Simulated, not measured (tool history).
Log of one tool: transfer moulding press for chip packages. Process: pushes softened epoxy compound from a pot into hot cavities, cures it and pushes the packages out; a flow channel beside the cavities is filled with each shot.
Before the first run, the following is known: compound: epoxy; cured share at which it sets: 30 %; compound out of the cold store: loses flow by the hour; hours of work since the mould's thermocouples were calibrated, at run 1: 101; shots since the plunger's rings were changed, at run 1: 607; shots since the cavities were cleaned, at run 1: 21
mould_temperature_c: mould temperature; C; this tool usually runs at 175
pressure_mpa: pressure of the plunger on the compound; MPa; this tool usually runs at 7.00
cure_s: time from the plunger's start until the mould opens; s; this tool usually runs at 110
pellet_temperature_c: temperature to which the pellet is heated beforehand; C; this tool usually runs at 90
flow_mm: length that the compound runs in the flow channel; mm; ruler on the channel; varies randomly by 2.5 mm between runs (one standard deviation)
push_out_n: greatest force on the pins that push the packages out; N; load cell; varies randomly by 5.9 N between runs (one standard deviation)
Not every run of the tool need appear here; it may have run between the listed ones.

run	hour	mould_temperature_c	pressure_mpa	cure_s	pellet_temperature_c	hours of work since the mould's thermocouples were calibrated	shots since the plunger's rings were changed	shots since the cavities were cleaned	incoming compound's hours out of the cold store	flow_mm	push_out_n
1	0.0	175	7.00	110	90	101	607	21	12.2	936	238
2	11.0	175	7.00	110	90	110	749	163	44.4	825	261
3	16.4	175	7.03	110	90	114	820	234	10.2	942	275
4	27.2	175	7.03	110	90	122	958	372	21.9	896	294
5	35.0	175	7.03	110	90	128	1060	474	34.3	851	321
# hour 46.8: cavities cleaned with cleaning compound and waxed
6	48.3	175	7.03	110	90	137	1213	20	21.6	894	236
7	58.6	175	7.03	110	90	145	1346	153	15.1	915	267
8	69.0	175	7.03	110	90	153	1480	287	12.4	920	294
9	74.2	175	7.03	110	90	157	1547	354	25.4	876	307
# hour 76.6: mould's thermocouples calibrated
10	84.1	175	7.03	110	90	6	1649	456	34.9	842	304
11	93.0	175	7.00	110	90	12	1764	571	21.7	876	337
# hour 97.5: cavities cleaned with cleaning compound and waxed
12	102.5	175	7.00	110	86	18	1868	64	42.3	813	244
13	111.1	175	7.00	110	86	25	1980	176	44.0	804	261
14	117.2	175	7.00	110	91	30	2058	254	18.0	889	272
15	122.2	175	7.00	131	90	33	2123	319	29.1	847	248
# hour 126.6: mould's thermocouples calibrated, once more
16	129.6	175	7.00	131	90	2	2194	390	31.9	837	254
17	140.3	168	8.77	99	86	10	2331	527	9.4	1059	726
# hour 148.1: cavities cleaned with cleaning compound and waxed
18	148.1	175	5.39	110	82	15	2412	0	46.6	694	216
19	155.7	175	5.39	110	82	21	2512	100	40.8	708	244
20	167.1	175	5.39	110	82	30	2659	247	14.8	779	289
21	174.8	183	6.28	110	82	35	2759	347	27.8	768	227
22	183.2	183	6.28	110	82	42	2868	456	36.4	746	262
# hour 192.8: plunger's sealing rings changed
# hour 198.9: cavities cleaned with cleaning compound and waxed
23	199.2	170	5.35	97	88	51	63	3	36.8	766	405
24	208.1	179	7.00	110	82	58	178	118	16.9	907	208
25	215.1	172	7.00	120	82	63	269	209	30.5	889	293
26	221.3	168	7.00	141	90	68	349	289	8.4	990	298
27	231.1	168	7.00	141	90	75	476	416	9.4	977	335
28	236.0	168	7.00	146	81	79	540	480	17.0	949	326
# hour 247.6: cavities cleaned with cleaning compound and waxed
29	249.2	170	7.00	146	93	88	691	21	18.6	934	209

Results for each run, recomputed without the tool's hidden state and with each run's random variation untouched:
Hidden state present: true mould temperature over the reading, C; pressure that reaches the compound, % of what is set; grip of the stained cavities, % over clean ones'; drift of the gauge itself on flow_mm, %; drift of the gauge itself on push_out_n, %.
run	flow_mm	push_out_n
1	946	227
2	837	214
3	957	211
4	912	208
5	868	217
6	914	221
7	939	218
8	946	215
9	902	217
10	869	202
11	906	215
12	842	219
13	835	208
14	925	203
15	883	179
16	876	179
17	1110	480
18	729	211
19	745	215
20	823	221
21	813	161
22	791	180
23	768	396
24	912	177
25	895	230
26	999	221
27	988	232
28	961	219
29	949	191
